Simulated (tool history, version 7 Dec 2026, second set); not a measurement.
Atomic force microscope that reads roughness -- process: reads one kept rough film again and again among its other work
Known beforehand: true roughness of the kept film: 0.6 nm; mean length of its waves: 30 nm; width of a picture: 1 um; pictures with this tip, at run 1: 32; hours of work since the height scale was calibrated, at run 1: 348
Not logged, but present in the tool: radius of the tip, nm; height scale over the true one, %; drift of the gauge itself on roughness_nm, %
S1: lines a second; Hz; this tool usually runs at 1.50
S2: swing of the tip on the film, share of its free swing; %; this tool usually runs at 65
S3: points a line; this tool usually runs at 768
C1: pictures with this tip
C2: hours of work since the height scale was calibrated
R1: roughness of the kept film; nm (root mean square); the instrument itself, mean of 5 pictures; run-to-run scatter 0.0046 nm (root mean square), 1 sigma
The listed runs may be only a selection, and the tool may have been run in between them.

{"run": 1, "hour": 0.0, "S1": 1.5, "S2": 65, "S3": 768, "C1": 32, "C2": 348, "R1": 0.577}
{"run": 2, "hour": 67.3, "S1": 1.5, "S2": 75, "S3": 768, "C1": 120, "C2": 378, "R1": 0.565}
{"run": 3, "hour": 119.9, "S1": 1.5, "S2": 75, "S3": 768, "C1": 190, "C2": 402, "R1": 0.56}
{"run": 4, "hour": 181.7, "S1": 1.5, "S2": 75, "S3": 768, "C1": 271, "C2": 431, "R1": 0.544}
{"hour": 215.7, "done": "new tip fitted"}
{"run": 5, "hour": 249.3, "S1": 1.5, "S2": 75, "S3": 690, "C1": 44, "C2": 461, "R1": 0.555}
{"run": 6, "hour": 286.7, "S1": 1.5, "S2": 75, "S3": 690, "C1": 94, "C2": 478, "R1": 0.557}
{"run": 7, "hour": 348.1, "S1": 0.62, "S2": 65, "S3": 768, "C1": 174, "C2": 506, "R1": 0.575}
{"run": 8, "hour": 386.4, "S1": 0.62, "S2": 65, "S3": 768, "C1": 225, "C2": 524, "R1": 0.56}
{"hour": 390.2, "done": "height scale calibrated on a step standard"}
{"run": 9, "hour": 426.6, "S1": 1.64, "S2": 65, "S3": 768, "C1": 277, "C2": 17, "R1": 0.566}
{"hour": 455.6, "done": "new tip fitted"}
{"run": 10, "hour": 476.7, "S1": 1.64, "S2": 65, "S3": 768, "C1": 28, "C2": 39, "R1": 0.568}
{"run": 11, "hour": 533.7, "S1": 3.64, "S2": 65, "S3": 768, "C1": 103, "C2": 65, "R1": 0.544}
{"run": 12, "hour": 576.2, "S1": 3.64, "S2": 65, "S3": 768, "C1": 159, "C2": 85, "R1": 0.542}
{"hour": 596.5, "done": "height scale calibrated on a step standard, once more"}
{"run": 13, "hour": 630.0, "S1": 0.56, "S2": 65, "S3": 768, "C1": 228, "C2": 15, "R1": 0.566}
{"run": 14, "hour": 670.1, "S1": 1.5, "S2": 65, "S3": 768, "C1": 281, "C2": 34, "R1": 0.561}
{"hour": 697.0, "done": "new tip fitted"}
{"run": 15, "hour": 700.5, "S1": 3.51, "S2": 60, "S3": 291, "C1": 5, "C2": 47, "R1": 0.563}
{"run": 16, "hour": 749.0, "S1": 0.74, "S2": 86, "S3": 564, "C1": 69, "C2": 69, "R1": 0.553}
{"run": 17, "hour": 779.1, "S1": 0.74, "S2": 86, "S3": 564, "C1": 108, "C2": 83, "R1": 0.56}
{"run": 18, "hour": 841.8, "S1": 0.74, "S2": 86, "S3": 564, "C1": 191, "C2": 112, "R1": 0.555}
{"run": 19, "hour": 874.1, "S1": 2.45, "S2": 63, "S3": 298, "C1": 233, "C2": 126, "R1": 0.557}
{"run": 20, "hour": 916.9, "S1": 2.42, "S2": 88, "S3": 298, "C1": 290, "C2": 146, "R1": 0.498}
{"hour": 935.3, "done": "new tip fitted"}
{"run": 21, "hour": 952.7, "S1": 1.29, "S2": 66, "S3": 318, "C1": 23, "C2": 162, "R1": 0.566}
{"run": 22, "hour": 999.9, "S1": 1.32, "S2": 86, "S3": 318, "C1": 85, "C2": 184, "R1": 0.543}
{"run": 23, "hour": 1035.6, "S1": 1.32, "S2": 86, "S3": 318, "C1": 132, "C2": 200, "R1": 0.538}
{"run": 24, "hour": 1066.6, "S1": 1.45, "S2": 73, "S3": 263, "C1": 173, "C2": 214, "R1": 0.545}
{"run": 25, "hour": 1110.9, "S1": 1.16, "S2": 60, "S3": 1008, "C1": 231, "C2": 234, "R1": 0.566}
{"run": 26, "hour": 1161.4, "S1": 1.16, "S2": 60, "S3": 1008, "C1": 298, "C2": 257, "R1": 0.567}
{"hour": 1177.2, "done": "new tip fitted"}
{"run": 27, "hour": 1194.2, "S1": 2.5, "S2": 65, "S3": 818, "C1": 22, "C2": 272, "R1": 0.567}
{"run": 28, "hour": 1254.9, "S1": 1.5, "S2": 79, "S3": 768, "C1": 102, "C2": 300, "R1": 0.549}

For some of the steps in R1 from one run to the next: how much would appear even if the tool had no hidden state, given the settings, what came in and random variation, and how much remains for the hidden state plus any gauge scatter that the measured result and the result without hidden state don't share?
Run 14 -> 15: S1 1.50 -> 3.51, S2 65 -> 60, S3 768 -> 291, new tip fitted. R1 +0.002 nm (root mean square): hidden state +0.017, all else -0.015.
Run 19 -> 20: S1 2.45 -> 2.42, S2 63 -> 88. R1 -0.059 nm (root mean square): hidden state -0.002, all else -0.057.
Run 20 -> 21: S1 2.42 -> 1.29, S2 88 -> 66, S3 298 -> 318, new tip fitted. R1 +0.068 nm (root mean square): hidden state +0.014, all else +0.054.
Run 26 -> 27: S1 1.16 -> 2.50, S2 60 -> 65, S3 1008 -> 818, new tip fitted. R1 +0.000 nm (root mean square): hidden state +0.017, all else -0.017.
